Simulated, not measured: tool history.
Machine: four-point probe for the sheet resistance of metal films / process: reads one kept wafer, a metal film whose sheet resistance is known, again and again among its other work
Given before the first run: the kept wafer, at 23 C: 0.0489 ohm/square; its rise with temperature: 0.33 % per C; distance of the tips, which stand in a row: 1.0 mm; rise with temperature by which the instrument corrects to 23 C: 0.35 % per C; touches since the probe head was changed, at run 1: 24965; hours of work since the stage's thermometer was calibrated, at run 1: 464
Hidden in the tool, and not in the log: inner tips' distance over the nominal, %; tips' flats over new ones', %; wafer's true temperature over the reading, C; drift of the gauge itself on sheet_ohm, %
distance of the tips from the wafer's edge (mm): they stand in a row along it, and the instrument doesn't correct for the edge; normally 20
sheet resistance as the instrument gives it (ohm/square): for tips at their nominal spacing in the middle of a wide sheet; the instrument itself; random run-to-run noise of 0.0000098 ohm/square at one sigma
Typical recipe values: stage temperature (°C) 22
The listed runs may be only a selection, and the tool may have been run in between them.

| run | hour | stage temperature (°C) | distance of the tips from the wafer's edge (mm) | touches since the probe head was changed | hours of work since the stage's thermometer was calibrated | sheet resistance as the instrument gives it (ohm/square) |
|---|---|---|---|---|---|---|
| 1 | 0 | 22 | 20 | 24965 | 464 | 0.049076 |
| 2 | 29.4 | 22 | 20 | 25557 | 484 | 0.049072 |
| 3 | 49.3 | 22 | 20 | 25957 | 497 | 0.049074 |
| 4 | 81.6 | 22 | 20 | 26607 | 519 | 0.049091 |
| 5 | 126.2 | 22 | 3 | 27504 | 550 | 0.051774 |
| 6 | 166.7 | 22 | 3 | 28318 | 577 | 0.051778 |
| 7 | 199.9 | 32 | 3 | 28986 | 600 | 0.051715 |
| 8 | 232.3 | 30 | 20 | 29639 | 622 | 0.04904 |
| 9 | 270.3 | 22 | 20 | 30404 | 647 | 0.049098 |
| 10 | 316.6 | 22 | 43 | 31335 | 679 | 0.049041 |
| 11 | 347.2 | 22 | 20 | 31952 | 700 | 0.049098 |
| 12 | 367.9 | 22 | 20 | 32367 | 714 | 0.049112 |
| 13 | 389.7 | 22 | 20 | 32807 | 729 | 0.049115 |
| 14 | 410 | 18 | 20 | 33214 | 742 | 0.049131 |
| 15 | 440.3 | 18 | 20 | 33824 | 763 | 0.049162 |
| 16 | 474.1 | 18 | 20 | 34505 | 786 | 0.049171 |
| 17 | 513.7 | 18 | 20 | 35301 | 813 | 0.049154 |
| 18 | 552.6 | 19 | 7 | 36085 | 839 | 0.049624 |
| 19 | 578 | 21 | 38 | 36594 | 856 | 0.049079 |
| 20 | 610.6 | 29 | 5 | 37251 | 878 | 0.050072 |
| 21 | 634.4 | 29 | 5 | 37730 | 895 | 0.050068 |
| 22 | 670.4 | 23 | 21 | 38454 | 919 | 0.049132 |
| 23 | 710.9 | 20 | 48 | 39270 | 947 | 0.049093 |
| 24 | 742.8 | 22 | 52 | 39911 | 968 | 0.049105 |
| 25 | 768.3 | 29 | 24 | 40424 | 986 | 0.049077 |
| 26 | 806.3 | 31 | 32 | 41189 | 1011 | 0.049057 |
| 27 | 842.1 | 31 | 32 | 41910 | 1036 | 0.049059 |
| 28 | 863.7 | 30 | 7 | 42344 | 1050 | 0.04958 |
| 29 | 882.8 | 22 | 40 | 42729 | 1063 | 0.049086 |
| 30 | 922.4 | 24 | 5 | 43524 | 1090 | 0.050105 |
| 31 | 965 | 24 | 5 | 44382 | 1119 | 0.050115 |
| 32 | 995.7 | 33 | 10 | 45001 | 1140 | 0.049302 |
| 33 | 1022 | 29 | 8 | 45528 | 1158 | 0.049472 |
| 34 | 1053.7 | 32 | 11 | 46168 | 1179 | 0.049267 |

Here are 5 independent what-if runs from the current tool condition. What would each one return?
| A | 1101.1 | 19 | 5 | 47121 | 1211 | ? |
| B | 1101.1 | 34 | 19 | 47121 | 1211 | ? |
| C | 1101.1 | 22 | 49 | 47121 | 1211 | ? |
| D | 1101.1 | 22 | 55 | 47121 | 1211 | ? |
| E | 1101.1 | 23 | 62 | 47121 | 1211 | ? |

| run | sheet resistance as the instrument gives it (ohm/square) |
|---|---|
| A | 0.050157 |
| B | 0.0491 |
| C | 0.049125 |
| D | 0.049116 |
| E | 0.049123 |
With no hidden state in the tool, these same runs would have given:
| run | sheet resistance as the instrument gives it (ohm/square) |
|---|---|
| A | 0.049948 |
| B | 0.048895 |
| C | 0.048921 |
| D | 0.048912 |
| E | 0.048919 |
